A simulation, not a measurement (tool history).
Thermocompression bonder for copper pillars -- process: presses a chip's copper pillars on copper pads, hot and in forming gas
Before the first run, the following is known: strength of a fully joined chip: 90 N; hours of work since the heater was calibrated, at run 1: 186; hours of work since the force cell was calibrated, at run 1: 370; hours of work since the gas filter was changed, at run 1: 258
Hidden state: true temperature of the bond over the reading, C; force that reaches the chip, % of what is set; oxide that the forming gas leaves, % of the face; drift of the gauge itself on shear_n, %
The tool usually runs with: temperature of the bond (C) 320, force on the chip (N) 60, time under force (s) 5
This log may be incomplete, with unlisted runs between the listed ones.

run,hour,temperature of the bond (C),force on the chip (N),time under force (s),hours of work since the heater was calibrated,hours of work since the force cell was calibrated,hours of work since the gas filter was changed,force that shears a chip off (N)
1,0.0,320,60,5,186,370,258,61.5
2,42.4,320,60,5,203,388,276,61.6
3,86.7,320,60,5,222,406,295,61.3
4,121.2,320,60,5,236,421,309,61.2
5,165.1,320,60,5,255,439,327,61.1
6,216.6,320,60,5,276,461,349,60.2
7,280.6,320,87,5,303,487,375,74.9
8,313.3,320,87,5,316,501,389,74.7
9,342.0,320,70,5,328,513,401,66.9
# hour 351.3: forming gas filter changed
10,394.2,316,60,5,350,534,18,64.0
11,432.8,320,60,5,366,551,34,65.1
12,461.7,345,60,5,378,563,46,77.6
13,513.5,319,79,5,400,584,68,77.0
14,574.9,319,79,5,425,610,93,75.7
15,638.3,294,65,9,452,636,120,62.6
16,700.0,294,65,9,477,662,145,62.8
17,737.4,329,40,8,493,678,161,58.7
18,797.6,303,40,3,518,703,186,31.2
19,831.6,341,78,4,532,717,200,79.5
20,860.8,341,78,4,544,729,212,80.2
21,916.9,320,60,4,568,752,236,61.5
22,966.3,294,50,14,588,773,256,57.4
23,1002.3,294,50,14,603,788,271,57.4
24,1055.7,294,50,14,626,810,294,57.2

Some steps in force that shears a chip off (N), run to run, broken into two amounts with sign: the step expected even without the hidden condition (settings, incoming material, random variation), and the rest, left for the hidden condition together with whatever gauge scatter is not in both the measured and the hidden-condition-free result:
Run 9 -> 10: temperature of the bond (C) 320 -> 316, force on the chip (N) 70 -> 60, forming gas filter changed. force that shears a chip off (N) -2.9: hidden state +5.2, all else -8.1.
Run 17 -> 18: temperature of the bond (C) 329 -> 303, time under force (s) 8 -> 3. force that shears a chip off (N) -27.5: hidden state -0.2, all else -27.3.
Run 18 -> 19: temperature of the bond (C) 303 -> 341, force on the chip (N) 40 -> 78, time under force (s) 3 -> 4. force that shears a chip off (N) +48.3: hidden state -2.7, all else +51.0.
Run 20 -> 21: temperature of the bond (C) 341 -> 320, force on the chip (N) 78 -> 60. force that shears a chip off (N) -18.7: hidden state +2.8, all else -21.5.
